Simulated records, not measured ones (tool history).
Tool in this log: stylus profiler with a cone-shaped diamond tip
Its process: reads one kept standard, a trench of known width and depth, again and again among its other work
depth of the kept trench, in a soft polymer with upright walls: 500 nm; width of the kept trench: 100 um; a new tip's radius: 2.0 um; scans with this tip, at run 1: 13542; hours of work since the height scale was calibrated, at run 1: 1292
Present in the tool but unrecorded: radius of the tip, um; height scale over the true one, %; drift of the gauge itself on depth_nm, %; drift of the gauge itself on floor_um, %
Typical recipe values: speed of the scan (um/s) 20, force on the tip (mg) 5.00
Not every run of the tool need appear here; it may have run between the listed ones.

| run | hour | speed of the scan (um/s) | force on the tip (mg) | scans with this tip | hours of work since the height scale was calibrated | depth of the trench (Å) | width of the trench's floor (um) |
|---|---|---|---|---|---|---|---|
| 1 | 0.0 | 20 | 5.00 | 13542 | 1292 | 5057.7 | 97.29 |
| 2 | 28.7 | 20 | 5.00 | 13702 | 1308 | 5057.2 | 97.29 |
| 3 | 69.1 | 20 | 5.00 | 13927 | 1329 | 5056.7 | 97.30 |
| 4 | 124.1 | 20 | 5.00 | 14234 | 1358 | 5059.0 | 97.36 |
| 5 | 158.7 | 20 | 5.00 | 14427 | 1377 | 5054.6 | 97.25 |
| 6 | 205.0 | 5 | 5.00 | 14685 | 1402 | 5055.1 | 97.31 |
| 7 | 266.1 | 5 | 5.00 | 15025 | 1434 | 5057.9 | 97.29 |
| 8 | 296.5 | 10 | 5.00 | 15194 | 1450 | 5057.1 | 97.33 |
| 9 | 324.5 | 19 | 11.65 | 15350 | 1465 | 5099.1 | 97.31 |
| 10 | 382.2 | 59 | 11.42 | 15672 | 1496 | 5098.3 | 97.30 |
| 11 | 416.3 | 54 | 5.22 | 15862 | 1514 | 5059.1 | 97.17 |
| 12 | 452.8 | 54 | 5.22 | 16065 | 1533 | 5057.6 | 97.24 |

Run 13 has not been measured yet. What should we expect?
| 13 | 486.2 | 8 | 5.22 | 16251 | 1551 | ? | ? |

{"run 13": {"depth of the trench (Å)": 5057.0, "width of the trench's floor (um)": 97.31}}
Were there no unlogged condition in the tool, this run, its random variation unchanged, would have produced depth of the trench (Å) 5056.7, width of the trench's floor (um) 97.32.
